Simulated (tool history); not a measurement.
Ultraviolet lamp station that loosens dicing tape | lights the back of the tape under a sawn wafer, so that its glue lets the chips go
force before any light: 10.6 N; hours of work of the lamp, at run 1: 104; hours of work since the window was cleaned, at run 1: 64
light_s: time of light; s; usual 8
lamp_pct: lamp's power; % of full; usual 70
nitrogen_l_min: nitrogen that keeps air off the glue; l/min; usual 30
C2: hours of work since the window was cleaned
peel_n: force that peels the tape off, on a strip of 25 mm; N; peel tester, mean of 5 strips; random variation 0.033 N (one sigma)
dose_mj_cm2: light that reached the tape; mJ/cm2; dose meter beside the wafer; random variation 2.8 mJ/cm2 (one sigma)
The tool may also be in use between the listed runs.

{"run": 1, "hour": 0.0, "light_s": 8, "lamp_pct": 70, "nitrogen_l_min": 30, "hours of work of the lamp": 104, "C2": 64, "peel_n": 1.669, "dose_mj_cm2": 394}
{"run": 2, "hour": 27.7, "light_s": 8, "lamp_pct": 70, "nitrogen_l_min": 30, "hours of work of the lamp": 116, "C2": 76, "peel_n": 1.634, "dose_mj_cm2": 393}
{"run": 3, "hour": 58.0, "light_s": 6, "lamp_pct": 70, "nitrogen_l_min": 30, "hours of work of the lamp": 130, "C2": 90, "peel_n": 2.478, "dose_mj_cm2": 299}
{"run": 4, "hour": 78.6, "light_s": 6, "lamp_pct": 70, "nitrogen_l_min": 30, "hours of work of the lamp": 139, "C2": 99, "peel_n": 2.474, "dose_mj_cm2": 296}
{"run": 5, "hour": 97.5, "light_s": 8, "lamp_pct": 70, "nitrogen_l_min": 30, "hours of work of the lamp": 148, "C2": 108, "peel_n": 1.656, "dose_mj_cm2": 394}
{"run": 6, "hour": 126.8, "light_s": 8, "lamp_pct": 70, "nitrogen_l_min": 30, "hours of work of the lamp": 161, "C2": 121, "peel_n": 1.584, "dose_mj_cm2": 395}
{"run": 7, "hour": 150.1, "light_s": 8, "lamp_pct": 70, "nitrogen_l_min": 40, "hours of work of the lamp": 172, "C2": 132, "peel_n": 1.347, "dose_mj_cm2": 396}
{"run": 8, "hour": 171.6, "light_s": 8, "lamp_pct": 70, "nitrogen_l_min": 40, "hours of work of the lamp": 182, "C2": 142, "peel_n": 1.313, "dose_mj_cm2": 397}
{"run": 9, "hour": 198.6, "light_s": 8, "lamp_pct": 70, "nitrogen_l_min": 40, "hours of work of the lamp": 194, "C2": 154, "peel_n": 1.331, "dose_mj_cm2": 393}
{"run": 10, "hour": 226.5, "light_s": 8, "lamp_pct": 70, "nitrogen_l_min": 40, "hours of work of the lamp": 207, "C2": 167, "peel_n": 1.317, "dose_mj_cm2": 394}
{"run": 11, "hour": 251.5, "light_s": 8, "lamp_pct": 70, "nitrogen_l_min": 40, "hours of work of the lamp": 218, "C2": 178, "peel_n": 1.33, "dose_mj_cm2": 395}
{"run": 12, "hour": 279.3, "light_s": 8, "lamp_pct": 87, "nitrogen_l_min": 30, "hours of work of the lamp": 231, "C2": 191, "peel_n": 1.033, "dose_mj_cm2": 490}
{"run": 13, "hour": 306.5, "light_s": 7, "lamp_pct": 87, "nitrogen_l_min": 30, "hours of work of the lamp": 243, "C2": 203, "peel_n": 1.341, "dose_mj_cm2": 427}
{"run": 14, "hour": 331.5, "light_s": 7, "lamp_pct": 87, "nitrogen_l_min": 10, "hours of work of the lamp": 254, "C2": 214, "peel_n": 2.703, "dose_mj_cm2": 431}
{"run": 15, "hour": 362.4, "light_s": 7, "lamp_pct": 74, "nitrogen_l_min": 10, "hours of work of the lamp": 268, "C2": 229, "peel_n": 3.408, "dose_mj_cm2": 364}
{"run": 16, "hour": 381.1, "light_s": 6, "lamp_pct": 70, "nitrogen_l_min": 30, "hours of work of the lamp": 277, "C2": 237, "peel_n": 2.505, "dose_mj_cm2": 298}
{"hour": 395.4, "done": "window cleaned of glue's vapour"}
{"run": 17, "hour": 405.7, "light_s": 8, "lamp_pct": 70, "nitrogen_l_min": 30, "hours of work of the lamp": 288, "C2": 5, "peel_n": 1.606, "dose_mj_cm2": 397}
{"run": 18, "hour": 433.0, "light_s": 8, "lamp_pct": 70, "nitrogen_l_min": 36, "hours of work of the lamp": 300, "C2": 17, "peel_n": 1.422, "dose_mj_cm2": 393}
{"run": 19, "hour": 463.4, "light_s": 8, "lamp_pct": 70, "nitrogen_l_min": 36, "hours of work of the lamp": 314, "C2": 31, "peel_n": 1.491, "dose_mj_cm2": 397}
{"run": 20, "hour": 492.6, "light_s": 8, "lamp_pct": 85, "nitrogen_l_min": 30, "hours of work of the lamp": 327, "C2": 44, "peel_n": 1.123, "dose_mj_cm2": 478}
{"run": 21, "hour": 520.4, "light_s": 8, "lamp_pct": 85, "nitrogen_l_min": 30, "hours of work of the lamp": 340, "C2": 57, "peel_n": 1.156, "dose_mj_cm2": 475}
{"run": 22, "hour": 535.4, "light_s": 8, "lamp_pct": 85, "nitrogen_l_min": 30, "hours of work of the lamp": 347, "C2": 64, "peel_n": 1.125, "dose_mj_cm2": 477}
{"run": 23, "hour": 558.5, "light_s": 5, "lamp_pct": 70, "nitrogen_l_min": 18, "hours of work of the lamp": 357, "C2": 74, "peel_n": 3.844, "dose_mj_cm2": 249}
{"run": 24, "hour": 576.6, "light_s": 5, "lamp_pct": 70, "nitrogen_l_min": 18, "hours of work of the lamp": 366, "C2": 82, "peel_n": 3.901, "dose_mj_cm2": 243}
{"run": 25, "hour": 596.5, "light_s": 16, "lamp_pct": 67, "nitrogen_l_min": 33, "hours of work of the lamp": 375, "C2": 92, "peel_n": 0.418, "dose_mj_cm2": 751}

The next listed run, before its measurement:
{"run": 26, "hour": 623.4, "light_s": 16, "lamp_pct": 65, "nitrogen_l_min": 33, "hours of work of the lamp": 387, "C2": 104, "peel_n": "?", "dose_mj_cm2": "?"}

Run 26 gave peel_n 0.47 N, dose_mj_cm2 734 mJ/cm2.
Without the tool's hidden state the same run would have given peel_n 0.469 N, dose_mj_cm2 734 mJ/cm2.
